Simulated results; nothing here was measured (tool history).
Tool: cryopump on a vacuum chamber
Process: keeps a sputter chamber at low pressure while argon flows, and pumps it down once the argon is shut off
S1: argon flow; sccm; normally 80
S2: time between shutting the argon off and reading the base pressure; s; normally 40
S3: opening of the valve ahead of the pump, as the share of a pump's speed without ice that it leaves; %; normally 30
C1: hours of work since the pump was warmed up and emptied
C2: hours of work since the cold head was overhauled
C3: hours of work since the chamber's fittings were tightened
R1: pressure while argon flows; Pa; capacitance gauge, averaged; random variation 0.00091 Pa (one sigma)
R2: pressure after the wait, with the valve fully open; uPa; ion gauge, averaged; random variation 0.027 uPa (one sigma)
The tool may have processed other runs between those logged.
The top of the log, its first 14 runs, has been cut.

| run | hour | S1 | S2 | S3 | C1 | C2 | C3 | R1 | R2 |
|---|---|---|---|---|---|---|---|---|---|
| 15 | 917.1 | 80 | 40 | 30 | 302 | 2608 | 1418 | 0.1961 | 1.46 |
| 16 | 970.4 | 80 | 40 | 30 | 333 | 2639 | 1449 | 0.1972 | 1.51 |
| 17 | 1056.6 | 80 | 40 | 30 | 383 | 2689 | 1499 | 0.1992 | 1.5 |
| 18 | 1116.9 | 80 | 40 | 19 | 418 | 2724 | 1534 | 0.3114 | 1.49 |
| 19 | 1157.5 | 80 | 32 | 30 | 442 | 2748 | 1558 | 0.1987 | 1.79 |
| 20 | 1225.8 | 80 | 32 | 30 | 481 | 2788 | 1598 | 0.2014 | 1.77 |
| 21 | 1298.8 | 128 | 74 | 34 | 524 | 2830 | 1640 | 0.2827 | 0.99 |
| 22 | 1355.9 | 32 | 41 | 42 | 557 | 2863 | 1673 | 0.0585 | 1.49 |
| 23 | 1412.7 | 58 | 41 | 19 | 590 | 2896 | 1706 | 0.2249 | 1.48 |
| 24 | 1490.9 | 86 | 41 | 19 | 636 | 2942 | 1752 | 0.3359 | 1.5 |
| 25 | 1559.5 | 86 | 41 | 19 | 676 | 2982 | 1792 | 0.3371 | 1.56 |
| 26 | 1633.5 | 42 | 44 | 29 | 719 | 3025 | 1835 | 0.1099 | 1.41 |
| 27 | 1703.3 | 56 | 74 | 19 | 759 | 3065 | 1875 | 0.2194 | 1.08 |
| 28 | 1759.9 | 80 | 182 | 30 | 792 | 3098 | 1908 | 0.2052 | 0.73 |
| 29 | 1808.8 | 58 | 207 | 30 | 820 | 3127 | 1937 | 0.1491 | 0.66 |
| 30 | 1861.2 | 58 | 207 | 30 | 851 | 3157 | 1967 | 0.1503 | 0.68 |
| 31 | 1945.7 | 56 | 36 | 37 | 900 | 3206 | 2016 | 0.1213 | 1.75 |
| 32 | 2020.2 | 80 | 31 | 21 | 943 | 3250 | 2060 | 0.2893 | 1.95 |
| 33 | 2106 | 80 | 31 | 21 | 993 | 3299 | 2109 | 0.2928 | 2 |
| 34 | 2170 | 126 | 202 | 30 | 1030 | 3337 | 2147 | 0.3279 | 0.74 |

Below are 3 alternative next runs, each starting from the tool's condition after run 34. Predict each:
| A | 2224.9 | 80 | 40 | 58 | 1062 | 3369 | 2179 | ? | ? |
| B | 2224.9 | 35 | 53 | 57 | 1062 | 3369 | 2179 | ? | ? |
| C | 2224.9 | 51 | 40 | 30 | 1062 | 3369 | 2179 | ? | ? |

| run | R1 | R2 |
|---|---|---|
| A | 0.1171 | 1.69 |
| B | 0.0527 | 1.36 |
| C | 0.1349 | 1.62 |
What these runs would have given with no unlogged condition in the tool:
| run | R1 | R2 |
|---|---|---|
| A | 0.0974 | 1.26 |
| B | 0.044 | 0.93 |
| C | 0.1222 | 1.2 |
